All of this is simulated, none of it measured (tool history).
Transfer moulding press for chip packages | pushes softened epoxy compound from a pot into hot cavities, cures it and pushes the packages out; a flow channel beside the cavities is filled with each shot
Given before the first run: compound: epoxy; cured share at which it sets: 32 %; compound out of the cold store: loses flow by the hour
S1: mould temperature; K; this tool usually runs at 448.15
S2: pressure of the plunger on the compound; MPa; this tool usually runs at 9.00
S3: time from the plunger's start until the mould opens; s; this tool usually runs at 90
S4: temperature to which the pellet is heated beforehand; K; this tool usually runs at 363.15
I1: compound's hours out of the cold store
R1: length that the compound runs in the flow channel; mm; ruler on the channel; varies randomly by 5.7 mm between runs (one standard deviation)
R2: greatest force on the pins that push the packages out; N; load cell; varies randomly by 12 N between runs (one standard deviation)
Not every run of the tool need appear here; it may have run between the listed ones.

run 1 hour=0.0 | S1=448.15 S2=9.00 S3=90 S4=363.15 | I1=43.5 | R1=630 R2=543
run 2 hour=10.6 | S1=448.15 S2=9.00 S3=90 S4=363.15 | I1=43.0 | R1=627 R2=527
run 3 hour=19.0 | S1=448.15 S2=9.00 S3=90 S4=363.15 | I1=8.3 | R1=756 R2=592
run 4 hour=27.2 | S1=448.15 S2=9.00 S3=90 S4=363.15 | I1=20.5 | R1=699 R2=540
run 5 hour=42.3 | S1=448.15 S2=9.00 S3=90 S4=363.15 | I1=26.6 | R1=691 R2=547
run 6 hour=49.6 | S1=448.15 S2=9.00 S3=90 S4=363.15 | I1=45.0 | R1=631 R2=550
run 7 hour=63.5 | S1=448.15 S2=8.16 S3=90 S4=363.15 | I1=37.7 | R1=614 R2=557
run 8 hour=74.6 | S1=448.15 S2=8.16 S3=90 S4=363.15 | I1=21.1 | R1=675 R2=571
run 9 hour=84.4 | S1=448.15 S2=8.16 S3=90 S4=363.15 | I1=36.3 | R1=616 R2=546
run 10 hour=100.9 | S1=448.15 S2=9.00 S3=90 S4=363.15 | I1=42.5 | R1=629 R2=550
run 11 hour=113.9 | S1=448.15 S2=9.00 S3=90 S4=363.15 | I1=40.2 | R1=637 R2=547
run 12 hour=122.7 | S1=448.15 S2=9.00 S3=90 S4=363.15 | I1=46.6 | R1=620 R2=534
run 13 hour=136.6 | S1=448.15 S2=9.00 S3=90 S4=363.15 | I1=44.1 | R1=629 R2=531
run 14 hour=150.7 | S1=448.15 S2=9.00 S3=90 S4=363.15 | I1=20.5 | R1=711 R2=539
run 15 hour=158.8 | S1=448.15 S2=7.96 S3=90 S4=361.15 | I1=29.9 | R1=633 R2=551
run 16 hour=173.0 | S1=442.15 S2=9.00 S3=90 S4=367.15 | I1=16.6 | R1=738 R2=826
run 17 hour=186.9 | S1=443.15 S2=9.01 S3=90 S4=365.15 | I1=12.9 | R1=758 R2=788
run 18 hour=196.8 | S1=448.15 S2=9.00 S3=130 S4=361.15 | I1=24.8 | R1=697 R2=434
run 19 hour=204.5 | S1=448.15 S2=9.00 S3=130 S4=361.15 | I1=33.2 | R1=667 R2=428
run 20 hour=215.0 | S1=448.15 S2=9.00 S3=90 S4=359.15 | I1=19.6 | R1=716 R2=558
run 21 hour=225.2 | S1=446.15 S2=9.36 S3=114 S4=362.15 | I1=10.7 | R1=771 R2=473
run 22 hour=238.3 | S1=448.15 S2=8.01 S3=108 S4=368.15 | I1=47.2 | R1=583 R2=455
run 23 hour=249.6 | S1=448.15 S2=8.12 S3=90 S4=372.15 | I1=31.2 | R1=636 R2=546
run 24 hour=261.1 | S1=446.15 S2=8.12 S3=101 S4=372.15 | I1=20.2 | R1=678 R2=501
run 25 hour=269.2 | S1=450.15 S2=7.15 S3=121 S4=363.15 | I1=43.9 | R1=555 R2=425
run 26 hour=284.4 | S1=448.15 S2=10.55 S3=90 S4=363.15 | I1=29.4 | R1=737 R2=554
run 27 hour=300.1 | S1=455.15 S2=10.55 S3=71 S4=363.15 | I1=21.6 | R1=745 R2=624

Missing from the log above: 6 entries noted between runs. For each, name the pair of listed runs it sits between and say how the tool's hidden condition differs from the listed run just before to the listed run just after:
Between runs 4 and 5: cavities cleaned with cleaning compound and waxed (hour 29.8)
  pressure that reaches the compound, % of what is set: 99.68 -> 99.65; grip of the stained cavities, % over clean ones': 1.2 -> 0.4
Between runs 6 and 7: plunger's sealing rings changed (hour 58.6)
  pressure that reaches the compound, % of what is set: 99.64 -> 99.99; grip of the stained cavities, % over clean ones': 0.6 -> 0.9
Between runs 9 and 10: cavities cleaned with cleaning compound and waxed (hour 86.9)
  pressure that reaches the compound, % of what is set: 99.96 -> 99.94; grip of the stained cavities, % over clean ones': 1.2 -> 0.5
Between runs 13 and 14: cavities cleaned with cleaning compound and waxed (hour 141.8)
  pressure that reaches the compound, % of what is set: 99.88 -> 99.87; grip of the stained cavities, % over clean ones': 1.2 -> 0.3
Between runs 17 and 18: cavities cleaned with cleaning compound and waxed (hour 196.8)
  pressure that reaches the compound, % of what is set: 99.81 -> 99.8; grip of the stained cavities, % over clean ones': 1.1 -> 0.1
Between runs 23 and 24: cavities cleaned with cleaning compound and waxed (hour 252.4)
  pressure that reaches the compound, % of what is set: 99.72 -> 99.7; grip of the stained cavities, % over clean ones': 1.3 -> 0.3
